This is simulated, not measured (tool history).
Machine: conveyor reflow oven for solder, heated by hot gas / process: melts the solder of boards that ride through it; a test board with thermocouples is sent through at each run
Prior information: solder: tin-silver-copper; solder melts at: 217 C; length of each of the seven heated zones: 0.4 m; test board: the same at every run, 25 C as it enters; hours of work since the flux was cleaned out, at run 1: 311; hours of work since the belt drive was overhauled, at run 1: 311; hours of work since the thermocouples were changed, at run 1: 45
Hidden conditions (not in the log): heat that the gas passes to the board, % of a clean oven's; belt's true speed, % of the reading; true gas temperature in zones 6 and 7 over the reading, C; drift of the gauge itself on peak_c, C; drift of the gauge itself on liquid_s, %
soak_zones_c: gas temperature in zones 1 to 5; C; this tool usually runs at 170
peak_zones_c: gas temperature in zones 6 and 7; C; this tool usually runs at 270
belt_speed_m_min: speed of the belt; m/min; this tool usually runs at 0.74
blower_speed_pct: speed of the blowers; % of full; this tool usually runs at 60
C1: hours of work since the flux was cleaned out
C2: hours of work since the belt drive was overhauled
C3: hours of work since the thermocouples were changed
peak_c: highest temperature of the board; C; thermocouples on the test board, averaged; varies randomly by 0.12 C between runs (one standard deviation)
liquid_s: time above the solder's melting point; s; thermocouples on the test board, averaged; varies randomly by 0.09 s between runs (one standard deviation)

Run 1, hour 0: usual settings; C1 311; C2 311; C3 45. Result: peak_c 246.7 C, liquid_s 42.06 s.
Run 2, hour 20.1: usual settings; C1 323; C2 323; C3 57. Result: peak_c 246.4 C, liquid_s 41.92 s.
Run 3, hour 47.1: usual settings; C1 339; C2 339; C3 73. Result: peak_c 246.3 C, liquid_s 41.94 s.
Run 4, hour 70.3: usual settings; C1 353; C2 353; C3 86. Result: peak_c 246.3 C, liquid_s 42.1 s.
Run 5, hour 94.8: usual settings; C1 368; C2 368; C3 101. Result: peak_c 246.2 C, liquid_s 42.07 s.
Run 6, hour 122.1: usual settings; C1 384; C2 384; C3 117. Result: peak_c 246.3 C, liquid_s 41.66 s.
At hour 141.2: flux residue cleaned out of gas plates and filters.
Run 7, hour 147.4: usual settings; C1 4; C2 396; C3 129. Result: peak_c 247.6 C, liquid_s 43.19 s.
Run 8, hour 164: usual settings but belt_speed_m_min 0.784 m/min; C1 14; C2 406; C3 139. Result: peak_c 245.3 C, liquid_s 38.44 s.
Run 9, hour 183.7: usual settings; C1 25; C2 417; C3 151. Result: peak_c 247.6 C, liquid_s 43.07 s.
Run 10, hour 208.2: usual settings; C1 40; C2 432; C3 165. Result: peak_c 247.4 C, liquid_s 43.22 s.
Run 11, hour 234.3: usual settings; C1 55; C2 447; C3 181. Result: peak_c 247.3 C, liquid_s 43.09 s.
Run 12, hour 254: usual settings but soak_zones_c 175 C; C1 67; C2 459; C3 192. Result: peak_c 248.4 C, liquid_s 45.4 s.
Run 13, hour 277.5: usual settings but belt_speed_m_min 0.876 m/min; C1 81; C2 473; C3 206. Result: peak_c 240 C, liquid_s 29.82 s.
Run 14, hour 295.1: usual settings but soak_zones_c 183 C, peak_zones_c 283 C, belt_speed_m_min 0.617 m/min; C1 91; C2 483; C3 217. Result: peak_c 267.3 C, liquid_s 71.15 s.
Run 15, hour 318.6: usual settings but soak_zones_c 162 C, blower_speed_pct 74 % of full; C1 105; C2 497; C3 231. Result: peak_c 250.8 C, liquid_s 44.35 s.
At hour 324.6: belt drive overhauled, speed set with a stopwatch.
Run 16, hour 336.3: usual settings but soak_zones_c 161 C, peak_zones_c 281 C, belt_speed_m_min 0.602 m/min, blower_speed_pct 82 % of full; C1 113; C2 7; C3 239. Result: peak_c 269.1 C, liquid_s 67.84 s.

Forecast run 17:
Run 17, hour 350.3: usual settings but soak_zones_c 177 C, peak_zones_c 275 C, belt_speed_m_min 0.837 m/min, blower_speed_pct 82 % of full; C1 122; C2 15; C3 247. Result: peak_c ?, liquid_s ?.

peak_c: 256.1 C
liquid_s: 45.63 s
On a tool with no hidden condition, and with the same random variation, this run would have come out at peak_c 256.5 C, liquid_s 45.22 s.

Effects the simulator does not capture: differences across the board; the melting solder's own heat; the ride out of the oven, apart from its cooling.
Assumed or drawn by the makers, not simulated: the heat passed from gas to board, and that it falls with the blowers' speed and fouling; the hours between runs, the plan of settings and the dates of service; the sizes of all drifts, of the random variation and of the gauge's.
